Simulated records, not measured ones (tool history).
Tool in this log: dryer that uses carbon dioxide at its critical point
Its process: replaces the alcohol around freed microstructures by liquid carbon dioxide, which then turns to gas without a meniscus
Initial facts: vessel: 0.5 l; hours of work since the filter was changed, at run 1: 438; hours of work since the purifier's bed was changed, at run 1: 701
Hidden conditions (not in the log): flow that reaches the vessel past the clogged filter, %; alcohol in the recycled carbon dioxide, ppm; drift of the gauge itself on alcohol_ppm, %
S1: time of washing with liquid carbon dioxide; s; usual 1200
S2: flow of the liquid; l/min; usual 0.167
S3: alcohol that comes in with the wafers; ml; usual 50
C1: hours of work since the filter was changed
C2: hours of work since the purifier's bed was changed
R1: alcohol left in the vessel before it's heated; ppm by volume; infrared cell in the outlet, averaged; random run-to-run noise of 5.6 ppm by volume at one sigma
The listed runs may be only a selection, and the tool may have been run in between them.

run 1 hour=0 | S1=1200 S2=0.167 S3=50 | C1=438 C2=701 | R1=301
run 2 hour=54.9 | S1=1200 S2=0.167 S3=35 | C1=473 C2=736 | R1=235
run 3 hour=127.6 | S1=1200 S2=0.167 S3=35 | C1=519 C2=782 | R1=257
run 4 hour=175.6 | S1=1200 S2=0.167 S3=35 | C1=550 C2=812 | R1=264
-- hour=182.7 inlet filter changed
run 5 hour=211.7 | S1=1200 S2=0.167 S3=32 | C1=18 C2=835 | R1=175
run 6 hour=279.6 | S1=1200 S2=0.205 S3=50 | C1=62 C2=878 | R1=129
run 7 hour=324.7 | S1=1200 S2=0.205 S3=50 | C1=90 C2=907 | R1=126
run 8 hour=369 | S1=1200 S2=0.205 S3=50 | C1=118 C2=935 | R1=126
-- hour=423.2 purifier's bed changed
run 9 hour=431.5 | S1=1200 S2=0.167 S3=50 | C1=156 C2=5 | R1=180
run 10 hour=494.5 | S1=1200 S2=0.167 S3=50 | C1=196 C2=45 | R1=197
run 11 hour=551.8 | S1=1200 S2=0.167 S3=50 | C1=233 C2=82 | R1=211
run 12 hour=606.8 | S1=1260 S2=0.167 S3=50 | C1=268 C2=117 | R1=168
run 13 hour=663.7 | S1=1200 S2=0.239 S3=50 | C1=304 C2=153 | R1=32
run 14 hour=731.5 | S1=1200 S2=0.17 S3=50 | C1=347 C2=196 | R1=216
run 15 hour=765.8 | S1=1200 S2=0.17 S3=50 | C1=369 C2=218 | R1=217
run 16 hour=804.3 | S1=1200 S2=0.167 S3=50 | C1=394 C2=242 | R1=250
run 17 hour=842.9 | S1=1860 S2=0.167 S3=50 | C1=418 C2=267 | R1=30
run 18 hour=892.6 | S1=1860 S2=0.167 S3=25 | C1=450 C2=299 | R1=35
run 19 hour=946.8 | S1=840 S2=0.167 S3=50 | C1=484 C2=333 | R1=1494
run 20 hour=1012.3 | S1=1200 S2=0.277 S3=50 | C1=526 C2=375 | R1=42
-- hour=1054.3 inlet filter changed
run 21 hour=1076.8 | S1=1200 S2=0.277 S3=50 | C1=14 C2=415 | R1=45
run 22 hour=1123 | S1=1200 S2=0.167 S3=50 | C1=44 C2=445 | R1=209
run 23 hour=1184.7 | S1=1200 S2=0.167 S3=50 | C1=83 C2=484 | R1=234
run 24 hour=1235.4 | S1=840 S2=0.253 S3=63 | C1=115 C2=516 | R1=248
run 25 hour=1271 | S1=1620 S2=0.167 S3=99 | C1=138 C2=539 | R1=89
run 26 hour=1307.5 | S1=1020 S2=0.249 S3=99 | C1=161 C2=562 | R1=135
run 27 hour=1345.5 | S1=1020 S2=0.249 S3=99 | C1=185 C2=586 | R1=139
run 28 hour=1400.6 | S1=1860 S2=0.167 S3=26 | C1=220 C2=621 | R1=62
run 29 hour=1450.4 | S1=1860 S2=0.167 S3=26 | C1=252 C2=653 | R1=64
run 30 hour=1521.5 | S1=1140 S2=0.167 S3=25 | C1=297 C2=698 | R1=208
run 31 hour=1560.9 | S1=1500 S2=0.147 S3=30 | C1=322 C2=723 | R1=132
run 32 hour=1632.8 | S1=1200 S2=0.154 S3=50 | C1=368 C2=769 | R1=435
run 33 hour=1674.4 | S1=1200 S2=0.154 S3=50 | C1=395 C2=795 | R1=414
run 34 hour=1711.2 | S1=900 S2=0.184 S3=50 | C1=418 C2=819 | R1=771
run 35 hour=1762.5 | S1=900 S2=0.184 S3=50 | C1=451 C2=851 | R1=802
run 36 hour=1804.8 | S1=780 S2=0.191 S3=38 | C1=477 C2=878 | R1=984
run 37 hour=1850.1 | S1=1080 S2=0.18 S3=24 | C1=506 C2=907 | R1=234
-- hour=1922.9 inlet filter changed
run 38 hour=1922.9 | S1=1320 S2=0.18 S3=20 | C1=0 C2=953 | R1=106
-- hour=1951.2 purifier's bed changed
run 39 hour=2000.1 | S1=1320 S2=0.18 S3=20 | C1=47 C2=31 | R1=35
run 40 hour=2068.1 | S1=720 S2=0.218 S3=22 | C1=90 C2=74 | R1=335
run 41 hour=2116 | S1=1500 S2=0.103 S3=47 | C1=121 C2=105 | R1=630
run 42 hour=2170.8 | S1=1380 S2=0.172 S3=50 | C1=156 C2=140 | R1=70
run 43 hour=2225.3 | S1=780 S2=0.161 S3=90 | C1=190 C2=174 | R1=3582
run 44 hour=2274.7 | S1=780 S2=0.161 S3=90 | C1=222 C2=206 | R1=3574
run 45 hour=2330.4 | S1=1200 S2=0.205 S3=50 | C1=257 C2=241 | R1=82
run 46 hour=2360.7 | S1=1200 S2=0.205 S3=55 | C1=277 C2=260 | R1=75

Below are 3 alternative next runs, each starting from the tool's condition after run 46. Predict each:
run A hour=2408.6 | S1=1500 S2=0.191 S3=75 | C1=307 C2=291 | R1=?
run B hour=2408.6 | S1=960 S2=0.101 S3=44 | C1=307 C2=291 | R1=?
run C hour=2408.6 | S1=1920 S2=0.226 S3=50 | C1=307 C2=291 | R1=?

run=A R1=52
run=B R1=4227
run=C R1=30
With no hidden state in the tool, these same runs would have given:
run=A R1=20
run=B R1=3674
run=C R1=6
